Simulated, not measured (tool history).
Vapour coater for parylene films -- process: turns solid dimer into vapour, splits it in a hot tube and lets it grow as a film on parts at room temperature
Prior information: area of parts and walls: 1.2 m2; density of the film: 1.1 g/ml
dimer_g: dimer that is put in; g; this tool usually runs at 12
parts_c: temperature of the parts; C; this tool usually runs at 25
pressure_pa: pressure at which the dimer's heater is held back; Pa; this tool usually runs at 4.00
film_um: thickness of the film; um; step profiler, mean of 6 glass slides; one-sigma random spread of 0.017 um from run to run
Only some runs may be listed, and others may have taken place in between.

| run | day | dimer_g | parts_c | pressure_pa | film_um |
|---|---|---|---|---|---|
| 1 | 0.000 | 12 | 25 | 4.00 | 4.21 |
| 2 | 0.692 | 12 | 25 | 4.00 | 4.18 |
| 3 | 1.379 | 10 | 25 | 4.00 | 3.50 |
| 4 | 2.200 | 10 | 25 | 4.00 | 3.48 |
| 5 | 2.708 | 10 | 25 | 4.00 | 3.46 |
| 6 | 3.492 | 10 | 25 | 4.00 | 3.46 |
| 7 | 3.979 | 10 | 25 | 4.00 | 3.45 |
| 8 | 4.596 | 10 | 25 | 4.00 | 3.44 |
|  | 5.079 | trap's valve overhauled |
| 9 | 5.608 | 7 | 25 | 4.00 | 2.35 |
| 10 | 6.200 | 7 | 25 | 6.51 | 2.16 |
| 11 | 6.679 | 12 | 25 | 4.00 | 3.98 |
|  | 7.033 | trap's valve overhauled, once more |
| 12 | 7.583 | 12 | 25 | 4.00 | 4.40 |
| 13 | 8.025 | 12 | 25 | 4.00 | 4.41 |
| 14 | 8.917 | 12 | 25 | 3.70 | 4.43 |
| 15 | 9.379 | 10 | 25 | 4.00 | 3.64 |
| 16 | 10.150 | 12 | 25 | 4.00 | 4.38 |
| 17 | 10.583 | 12 | 25 | 4.00 | 4.35 |
| 18 | 11.088 | 15 | 25 | 4.00 | 5.45 |
| 19 | 11.850 | 15 | 25 | 4.00 | 5.43 |
| 20 | 12.542 | 15 | 25 | 4.00 | 5.45 |
| 21 | 13.062 | 15 | 25 | 4.00 | 5.40 |
| 22 | 13.488 | 15 | 25 | 4.00 | 5.38 |
| 23 | 14.267 | 15 | 25 | 4.00 | 5.39 |
| 24 | 14.746 | 12 | 25 | 4.00 | 4.33 |
| 25 | 15.417 | 13 | 27 | 8.86 | 3.89 |
| 26 | 15.779 | 13 | 27 | 8.86 | 3.88 |
| 27 | 16.650 | 12 | 29 | 2.94 | 4.06 |
| 28 | 17.492 | 12 | 29 | 2.94 | 4.03 |
| 29 | 18.138 | 15 | 25 | 2.43 | 5.78 |
| 30 | 19.046 | 6 | 27 | 5.52 | 1.91 |
| 31 | 19.571 | 21 | 27 | 6.24 | 6.57 |
| 32 | 20.033 | 6 | 25 | 4.00 | 2.12 |
| 33 | 20.404 | 6 | 25 | 4.00 | 2.13 |
| 34 | 21.108 | 6 | 25 | 4.00 | 2.11 |
| 35 | 21.704 | 6 | 25 | 4.00 | 2.14 |
| 36 | 22.383 | 22 | 25 | 3.11 | 8.08 |
| 37 | 23.267 | 22 | 25 | 3.11 | 8.08 |
| 38 | 24.150 | 12 | 33 | 4.00 | 3.38 |
| 39 | 24.817 | 12 | 33 | 4.00 | 3.36 |
| 40 | 25.712 | 11 | 25 | 9.41 | 3.34 |
| 41 | 26.371 | 20 | 25 | 2.26 | 7.63 |
| 42 | 26.929 | 12 | 20 | 9.48 | 4.18 |
| 43 | 27.412 | 12 | 20 | 9.48 | 4.18 |
| 44 | 28.200 | 12 | 20 | 2.14 | 5.27 |
| 45 | 28.900 | 11 | 19 | 3.88 | 4.51 |
| 46 | 29.367 | 12 | 29 | 3.19 | 3.88 |
| 47 | 30.217 | 12 | 29 | 3.19 | 3.83 |

Predict each of these 4 candidate next runs independently; none follows another, all start after run 47:
|  | 30.454 | trap's valve overhauled |
| A | 31.258 | 22 | 29 | 3.19 | ? |
|  | 30.454 | trap's valve overhauled |
| B | 31.258 | 10 | 25 | 10.86 | ? |
|  | 30.454 | trap's valve overhauled |
| C | 31.258 | 16 | 25 | 6.84 | ? |
|  | 30.454 | trap's valve overhauled |
| D | 31.258 | 12 | 27 | 3.19 | ? |

| run | film_um |
|---|---|
| A | 7.45 |
| B | 3.10 |
| C | 5.34 |
| D | 4.32 |
Without the tool's unlogged condition, the same runs would have read:
| run | film_um |
|---|---|
| A | 7.55 |
| B | 3.15 |
| C | 5.41 |
| D | 4.38 |
